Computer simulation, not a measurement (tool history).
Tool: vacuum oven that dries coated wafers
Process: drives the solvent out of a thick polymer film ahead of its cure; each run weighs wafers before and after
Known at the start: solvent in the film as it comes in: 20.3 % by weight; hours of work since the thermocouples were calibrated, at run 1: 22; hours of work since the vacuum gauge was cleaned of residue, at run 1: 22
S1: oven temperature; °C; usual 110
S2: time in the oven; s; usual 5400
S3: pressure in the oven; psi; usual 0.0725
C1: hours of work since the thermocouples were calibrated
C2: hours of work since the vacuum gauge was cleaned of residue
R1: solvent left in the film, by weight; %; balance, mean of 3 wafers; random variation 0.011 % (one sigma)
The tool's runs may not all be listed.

run,hour,S1,S2,S3,C1,C2,R1
1,0,110,5400,0.0725,22,22,1.93
2,30,110,5400,0.0725,45,45,1.92
3,54.4,108,5400,0.0725,64,64,2.3
4,80.7,108,5400,0.0725,85,85,2.31
5,101.5,108,5400,0.0557,101,101,2.26
6,123.5,108,5400,0.0557,118,118,2.28
7,146.8,108,5400,0.0557,136,136,2.24
8,166,108,5400,0.0557,151,151,2.28
9,183.7,108,5400,0.0557,165,165,2.25
10,197.7,108,5400,0.0557,176,176,2.28
11,218.1,108,5400,0.0557,192,192,2.28
12,236,108,5400,0.0557,206,206,2.27
13,253.2,108,5400,0.0557,219,219,2.28
14,275.2,110,5400,0.076,236,236,2
15,288.7,104,4740,0.0467,247,247,3.79
16,306.7,110,3000,0.0725,261,261,4.89
17,320.4,110,3000,0.0725,272,272,4.87
18,333.8,110,3000,0.041,282,282,4.8
19,362.1,102,2940,0.0493,304,304,7.16
20,391.9,123,4140,0.0663,327,327,0.99
21,417.3,110,7440,0.0725,347,347,1.02
22,445.1,110,7440,0.0725,369,369,1.04
23,471.9,110,7440,0.0725,390,390,1.05
24,488.5,117,5400,0.1633,403,403,1.32
25,507.1,118,4980,0.0725,417,417,1.11
26,534.4,118,4980,0.0725,439,439,1.11
27,546.7,101,3180,0.1102,448,448,7.22

Measured less the same run without the tool's hidden state. The same run-to-run variation is in both; the gauge's scatter may not be:
The hidden state here: true wafer temperature over the reading, C; true pressure over the reading, kPa; drift of the gauge itself on solvent_pct, %.
run,R1
1,-0.06
2,-0.05
3,-0.04
4,-0.04
5,-0.04
6,-0.03
7,-0.03
8,-0.02
9,-0.02
10,-0.02
11,-0.01
12,-0.01
13,+0
14,+0
15,+0
16,+0
17,+0.01
18,+0.01
19,+0.02
20,+0.01
21,+0.02
22,+0.03
23,+0.03
24,+0.03
25,+0.03
26,+0.04
27,+0.07
